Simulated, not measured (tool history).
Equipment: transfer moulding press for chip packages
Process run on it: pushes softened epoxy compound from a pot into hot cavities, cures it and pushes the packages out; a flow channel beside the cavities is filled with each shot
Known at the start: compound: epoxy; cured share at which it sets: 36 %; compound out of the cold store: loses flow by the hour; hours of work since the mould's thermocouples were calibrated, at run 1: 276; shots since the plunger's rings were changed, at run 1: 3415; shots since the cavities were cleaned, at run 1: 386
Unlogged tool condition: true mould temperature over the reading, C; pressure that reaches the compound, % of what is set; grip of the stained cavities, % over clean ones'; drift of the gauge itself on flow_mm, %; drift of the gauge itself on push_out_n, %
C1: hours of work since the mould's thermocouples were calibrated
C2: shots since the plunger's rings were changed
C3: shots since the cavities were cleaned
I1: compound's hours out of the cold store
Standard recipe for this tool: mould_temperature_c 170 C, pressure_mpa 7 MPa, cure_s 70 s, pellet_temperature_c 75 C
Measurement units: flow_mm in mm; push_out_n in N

Run 1, day 0: usual settings; C1 276; C2 3415; C3 386; I1 25.6. Result: flow_mm 533.2 mm, push_out_n 379 N.
At day 0.983: cavities cleaned with cleaning compound and waxed.
Run 2, day 1.425: usual settings but pellet_temperature_c 68 C; C1 294; C2 3814; C3 130; I1 38.2. Result: flow_mm 497.9 mm, push_out_n 370 N.
Run 3, day 2.808: usual settings but pellet_temperature_c 68 C; C1 312; C2 4220; C3 536; I1 25.5. Result: flow_mm 532.8 mm, push_out_n 376 N.
At day 3.258: cavities cleaned with cleaning compound and waxed.
At day 4.367: plunger's sealing rings changed.
Run 4, day 5.225: usual settings but pellet_temperature_c 68 C; C1 342; C2 253; C3 546; I1 31. Result: flow_mm 518.1 mm, push_out_n 368 N.
At day 5.704: cavities cleaned with cleaning compound and waxed.
Run 5, day 6.529: usual settings but pellet_temperature_c 68 C; C1 358; C2 616; C3 241; I1 28.9. Result: flow_mm 524.9 mm, push_out_n 380 N.
At day 8.062: cavities cleaned with cleaning compound and waxed.
Run 6, day 8.462: usual settings but cure_s 71 s, pellet_temperature_c 68 C; C1 383; C2 1165; C3 118; I1 30.5. Result: flow_mm 519.2 mm, push_out_n 374 N.
Run 7, day 9.608: usual settings but cure_s 71 s, pellet_temperature_c 68 C; C1 398; C2 1501; C3 454; I1 8.1. Result: flow_mm 590.1 mm, push_out_n 406 N.
At day 10.308: cavities cleaned with cleaning compound and waxed.
Run 8, day 11.7: usual settings but cure_s 71 s, pellet_temperature_c 68 C; C1 425; C2 2095; C3 408; I1 11. Result: flow_mm 580.6 mm, push_out_n 389 N.
At day 12.492: cavities cleaned with cleaning compound and waxed.
Run 9, day 12.862: usual settings but cure_s 71 s, pellet_temperature_c 68 C; C1 440; C2 2417; C3 108; I1 8.1. Result: flow_mm 589.7 mm, push_out_n 393 N.
Run 10, day 14.142: usual settings but cure_s 86 s; C1 457; C2 2793; C3 484; I1 24.6. Result: flow_mm 538.7 mm, push_out_n 275 N.
At day 14.692: cavities cleaned with cleaning compound and waxed.
Run 11, day 15.733: usual settings but cure_s 86 s; C1 477; C2 3241; C3 306; I1 37. Result: flow_mm 499.6 mm, push_out_n 266 N.
At day 16.992: cavities cleaned with cleaning compound and waxed.
Run 12, day 18.342: usual settings but mould_temperature_c 171 C; C1 511; C2 3988; C3 396; I1 44.6. Result: flow_mm 477.2 mm, push_out_n 343 N.
At day 18.742: mould's thermocouples calibrated.
At day 19.254: cavities cleaned with cleaning compound and waxed.
At day 20.775: plunger's sealing rings changed.
Run 13, day 20.983: usual settings but mould_temperature_c 167 C; C1 28; C2 60; C3 476; I1 43.1. Result: flow_mm 491.4 mm, push_out_n 453 N.
At day 21.588: cavities cleaned with cleaning compound and waxed.
Run 14, day 22.629: usual settings but mould_temperature_c 167 C, pellet_temperature_c 81 C; C1 49; C2 524; C3 305; I1 39.1. Result: flow_mm 500.4 mm, push_out_n 449 N.
At day 23.754: cavities cleaned with cleaning compound and waxed.
Run 15, day 23.754: usual settings but mould_temperature_c 173 C, pellet_temperature_c 81 C; C1 63; C2 836; C3 0; I1 45. Result: flow_mm 471.3 mm, push_out_n 298 N.
At day 25.983: cavities cleaned with cleaning compound and waxed.
Run 16, day 26.325: usual settings but mould_temperature_c 173 C, cure_s 75 s; C1 96; C2 1572; C3 100; I1 46.1. Result: flow_mm 468.2 mm, push_out_n 271 N.

What will run 17 give?
At day 28.117: cavities cleaned with cleaning compound and waxed.
Run 17, day 28.117: usual settings but mould_temperature_c 173 C, cure_s 75 s, pellet_temperature_c 73 C; C1 119; C2 2078; C3 0; I1 20.9. Result: flow_mm ?, push_out_n ?.

{"run 17": {"flow_mm": 539.1, "push_out_n": 282}}
With no hidden state in the tool, this same run would have given flow_mm 539.3 mm, push_out_n 282 N.
